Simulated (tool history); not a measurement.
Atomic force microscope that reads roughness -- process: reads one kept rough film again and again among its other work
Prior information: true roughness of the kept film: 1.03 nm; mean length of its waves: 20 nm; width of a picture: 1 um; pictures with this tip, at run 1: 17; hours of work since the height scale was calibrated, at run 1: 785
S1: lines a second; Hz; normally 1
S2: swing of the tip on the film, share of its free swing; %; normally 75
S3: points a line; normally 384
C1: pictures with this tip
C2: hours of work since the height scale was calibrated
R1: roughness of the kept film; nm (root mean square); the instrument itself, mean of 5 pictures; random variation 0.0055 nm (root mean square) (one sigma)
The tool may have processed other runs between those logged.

run,hour,S1,S2,S3,C1,C2,R1
1,0,1,75,384,17,785,0.838
2,21.4,1,75,384,37,798,0.796
3,58.2,1,75,384,70,819,0.732
# hour 63.5: new tip fitted
4,102,1,75,414,35,845,0.812
5,131.7,1,75,414,62,862,0.759
# hour 148.2: new tip fitted
6,155.6,1,75,958,7,876,0.898
7,182.3,1,75,286,31,891,0.805
8,203.5,1,75,286,51,904,0.757
# hour 232.6: new tip fitted
9,236.2,1,75,286,3,923,0.892
10,261.2,1,75,286,26,937,0.825
11,284,1,75,286,47,951,0.772
# hour 317.8: new tip fitted
12,328.1,1,75,384,10,976,0.881
13,366.5,1,75,384,45,999,0.789
14,388.8,1,75,384,65,1012,0.738
# hour 400.8: new tip fitted
15,422.1,1,75,961,19,1031,0.866
16,445.9,1,75,961,41,1045,0.807
17,479.6,1,75,384,72,1064,0.732
# hour 482.8: new tip fitted
18,532.3,1,75,384,45,1095,0.786
# hour 565.5: new tip fitted
19,574.7,1,75,384,8,1119,0.88
20,611.5,1,75,384,42,1141,0.785
21,644.2,1.22,75,384,72,1160,0.722
# hour 650.9: new tip fitted
22,684.4,1,75,382,30,1183,0.829
# hour 733.3: new tip fitted
23,737.4,1,75,382,3,1214,0.892
24,759.7,1,75,382,24,1227,0.829
25,797.5,1,75,382,58,1249,0.744
# hour 817.9: new tip fitted
26,822.4,1,75,384,4,1263,0.893
27,850.5,1.14,77,343,30,1280,0.809
28,894.9,1.14,77,343,70,1306,0.726
# hour 902.5: new tip fitted
29,920.4,1.14,77,343,16,1320,0.835
30,941.9,1.14,77,294,36,1333,0.796
31,974.5,1.91,61,769,66,1352,0.75
# hour 985.4: new tip fitted
32,1006.3,2.36,59,769,19,1370,0.847
# hour 1047.4: height scale calibrated on a step standard
33,1055.3,2.92,55,308,63,5,0.759
# hour 1070.3: new tip fitted
34,1107.7,3.1,75,343,34,35,0.795
# hour 1152.9: new tip fitted
35,1154.3,1,66,660,1,62,0.936
36,1192.5,3.67,55,703,36,84,0.831
37,1224.9,1.38,72,265,66,103,0.75
# hour 1235.3: new tip fitted
38,1255.5,0.59,72,276,18,121,0.87
39,1302.3,0.68,72,276,61,148,0.769
# hour 1319.6: new tip fitted
40,1331.8,1.04,88,276,11,165,0.855
41,1379.2,2.81,81,276,54,193,0.728
# hour 1403.1: new tip fitted
42,1419.4,1.27,57,358,15,216,0.892
43,1469.3,3.53,75,312,60,245,0.716
# hour 1486.4: new tip fitted
44,1501.2,3.53,83,349,14,264,0.817
45,1541.2,3.87,57,349,51,287,0.785
# hour 1568.9: new tip fitted
46,1576.5,3.87,57,349,7,307,0.885
47,1626.7,3.87,57,349,53,337,0.772
# hour 1652.4: new tip fitted
48,1657.6,0.53,58,626,4,354,0.937
49,1682.6,2.27,75,921,27,369,0.83
50,1713.6,2.27,75,921,56,387,0.752
# hour 1736.5: new tip fitted
51,1736.5,1,66,851,0,400,0.934

What if the next run were any one of these 3? Each begins from the tool's condition after run 51:
A,1760.5,2.68,89,480,22,414,?
B,1760.5,0.54,75,452,22,414,?
C,1760.5,0.56,75,384,22,414,?

run,R1
A,0.798
B,0.863
C,0.872
The same runs, with their run-to-run variation unchanged, on a tool lacking any hidden condition would have given:
run,R1
A,0.86
B,0.93
C,0.939
